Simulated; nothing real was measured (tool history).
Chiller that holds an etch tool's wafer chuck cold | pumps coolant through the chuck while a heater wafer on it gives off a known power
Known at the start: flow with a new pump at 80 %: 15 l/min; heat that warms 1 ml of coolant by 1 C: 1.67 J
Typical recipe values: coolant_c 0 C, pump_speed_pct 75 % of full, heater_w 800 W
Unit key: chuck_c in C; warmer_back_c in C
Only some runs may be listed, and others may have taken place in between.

run    hour  coolant_c  pump_speed_pct  heater_w  chuck_c  warmer_back_c
  1       0          0              75       800      6.1           2.08
  2      53          0              75       800        6           2.05
  3   120.8         -6              75       800        0           2.09
  4   204.3         -6              75       800        0           2.11
  5   251.1         -6              75       800      0.2           2.09
  6   329.9         -6              75       800     -0.1           2.09
  7   393.6         -6              75       800      0.1           2.09
  8   474.5         -6              75       800        0           2.11
  9   546.6         -6              75       800        0           2.18
 10   647.1         -6              75       800      0.1           2.16
 11   741.7          0              62       636      5.6           2.07
 12   809.1          0              89       437      2.9           1.09
 13   892.8          7              78       470     10.4           1.27
 14   963.5          7              78       470     10.3           1.28
 15  1050.9          7              78       470     10.5           1.37
 16  1131.4          7              68       470     10.7           1.54
 17    1189          0              75      1124      8.6           3.06

The log once held 1 entry between its listed runs, left out of this copy. Where does each go, and what is different about the tool's unlogged condition between the listed run before it and the listed run after it?
From run 4 to run 5: chiller's thermometer calibrated (hour 237.8)
  coolant's true temperature over the reading, C: -0.02 -> 0
  difference, measured minus the result without the unlogged condition, warmer_back_c: +0.03 -> +0.04 C
